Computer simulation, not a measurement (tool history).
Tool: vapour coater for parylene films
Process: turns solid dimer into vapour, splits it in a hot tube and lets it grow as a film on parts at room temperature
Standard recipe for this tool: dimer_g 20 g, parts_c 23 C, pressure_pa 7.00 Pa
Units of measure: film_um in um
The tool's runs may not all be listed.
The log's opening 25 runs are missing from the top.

{"run": 26, "hour": 308.4, "dimer_g": 20, "parts_c": 26, "pressure_pa": 7.0, "film_um": 4.62}
{"run": 27, "hour": 317.5, "dimer_g": 20, "parts_c": 26, "pressure_pa": 7.0, "film_um": 4.5}
{"run": 28, "hour": 325.8, "dimer_g": 24, "parts_c": 17, "pressure_pa": 7.0, "film_um": 8.29}
{"run": 29, "hour": 338.8, "dimer_g": 9, "parts_c": 16, "pressure_pa": 2.28, "film_um": 3.77}
{"run": 30, "hour": 347.1, "dimer_g": 20, "parts_c": 16, "pressure_pa": 4.03, "film_um": 7.68}
{"run": 31, "hour": 364.1, "dimer_g": 19, "parts_c": 23, "pressure_pa": 5.14, "film_um": 5.18}
{"run": 32, "hour": 373.6, "dimer_g": 20, "parts_c": 30, "pressure_pa": 7.0, "film_um": 3.78}
{"run": 33, "hour": 386.8, "dimer_g": 26, "parts_c": 33, "pressure_pa": 7.0, "film_um": 4.27}
{"run": 34, "hour": 396.0, "dimer_g": 26, "parts_c": 29, "pressure_pa": 7.0, "film_um": 5.15}
{"run": 35, "hour": 408.4, "dimer_g": 16, "parts_c": 19, "pressure_pa": 5.07, "film_um": 5.24}
{"run": 36, "hour": 419.0, "dimer_g": 8, "parts_c": 23, "pressure_pa": 7.68, "film_um": 2.03}
{"run": 37, "hour": 434.5, "dimer_g": 8, "parts_c": 23, "pressure_pa": 7.68, "film_um": 2.08}
{"run": 38, "hour": 446.8, "dimer_g": 20, "parts_c": 33, "pressure_pa": 7.0, "film_um": 3.31}
{"run": 39, "hour": 458.6, "dimer_g": 14, "parts_c": 33, "pressure_pa": 7.0, "film_um": 2.32}

Here are 3 independent what-if runs from the current tool condition. What would each one return?
{"run": "A", "hour": 472.7, "dimer_g": 9, "parts_c": 28, "pressure_pa": 2.1, "film_um": "?"}
{"run": "B", "hour": 472.7, "dimer_g": 30, "parts_c": 29, "pressure_pa": 7.0, "film_um": "?"}
{"run": "C", "hour": 472.7, "dimer_g": 20, "parts_c": 23, "pressure_pa": 5.05, "film_um": "?"}

run=A film_um=2.24
run=B film_um=5.87
run=C film_um=5.51
With the hidden condition removed and each run's random variation left untouched, the same runs would have given:
run=A film_um=2.25
run=B film_um=5.88
run=C film_um=5.53

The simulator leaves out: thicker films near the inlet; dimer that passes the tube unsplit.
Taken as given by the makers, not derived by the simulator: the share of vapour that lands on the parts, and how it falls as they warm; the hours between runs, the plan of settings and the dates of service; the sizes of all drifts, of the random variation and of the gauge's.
